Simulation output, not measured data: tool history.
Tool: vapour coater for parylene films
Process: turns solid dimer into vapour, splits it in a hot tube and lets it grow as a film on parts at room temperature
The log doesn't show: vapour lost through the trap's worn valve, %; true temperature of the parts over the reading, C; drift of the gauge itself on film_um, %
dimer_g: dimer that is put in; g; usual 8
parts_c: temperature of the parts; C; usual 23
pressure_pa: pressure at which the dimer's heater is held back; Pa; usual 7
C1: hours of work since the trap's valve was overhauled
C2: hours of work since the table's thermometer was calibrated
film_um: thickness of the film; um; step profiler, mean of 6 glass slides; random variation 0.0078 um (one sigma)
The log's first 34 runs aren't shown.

Run 35, hour 1315.7: usual settings but dimer_g 13 g, parts_c 30 C, pressure_pa 11.32 Pa; C1 46; C2 139. Result: film_um 2.554 um.
Run 36, hour 1361.4: usual settings but dimer_g 13 g; C1 81; C2 174. Result: film_um 3.055 um.
Run 37, hour 1422.2: usual settings but dimer_g 3 g, parts_c 25 C, pressure_pa 2.61 Pa; C1 128; C2 221. Result: film_um 0.721 um.
Run 38, hour 1470.6: usual settings but dimer_g 3 g, parts_c 25 C, pressure_pa 2.61 Pa; C1 166; C2 258. Result: film_um 0.722 um.
Run 39, hour 1519.1: usual settings but dimer_g 3 g, parts_c 25 C, pressure_pa 6.22 Pa; C1 203; C2 296. Result: film_um 0.676 um.
Run 40, hour 1549.4: usual settings but dimer_g 3 g, parts_c 22 C, pressure_pa 3.56 Pa; C1 227; C2 319. Result: film_um 0.735 um.
Run 41, hour 1598.3: usual settings but dimer_g 3 g, parts_c 22 C, pressure_pa 3.56 Pa; C1 264; C2 357. Result: film_um 0.735 um.
Run 42, hour 1623.2: usual settings but dimer_g 12 g, pressure_pa 2.41 Pa; C1 284; C2 376. Result: film_um 2.972 um.
Run 43, hour 1652.3: usual settings but dimer_g 12 g, pressure_pa 2.41 Pa; C1 306; C2 399. Result: film_um 2.944 um.
Run 44, hour 1681.6: usual settings but dimer_g 5 g, parts_c 18 C, pressure_pa 11.6 Pa; C1 329; C2 421. Result: film_um 1.192 um.
Run 45, hour 1736.2: usual settings but dimer_g 10 g, pressure_pa 5.31 Pa; C1 371; C2 464. Result: film_um 2.3 um.
Run 46, hour 1765.2: usual settings but dimer_g 10 g, pressure_pa 5.31 Pa; C1 393; C2 486. Result: film_um 2.295 um.

5 ways to go on from here, each from the tool as it stands after run 46. What would each give?
Run A, hour 1823.7: usual settings but pressure_pa 7.4 Pa; C1 439; C2 531. Result: film_um ?.
Run B, hour 1823.7: usual settings but dimer_g 10 g, parts_c 24 C, pressure_pa 3.45 Pa; C1 439; C2 531. Result: film_um ?.
Run C, hour 1823.7: usual settings but dimer_g 10 g, parts_c 25 C, pressure_pa 6.15 Pa; C1 439; C2 531. Result: film_um ?.
Run D, hour 1823.7: usual settings but parts_c 25 C; C1 439; C2 531. Result: film_um ?.
Run E, hour 1823.7: usual settings but dimer_g 11 g, pressure_pa 5.31 Pa; C1 439; C2 531. Result: film_um ?.

run  film_um
  A    1.779
  B    2.293
  C    2.139
  D    1.706
  E    2.503
Without the tool's hidden state the same runs would have given:
run  film_um
  A     1.89
  B    2.437
  C    2.274
  D    1.813
  E     2.66
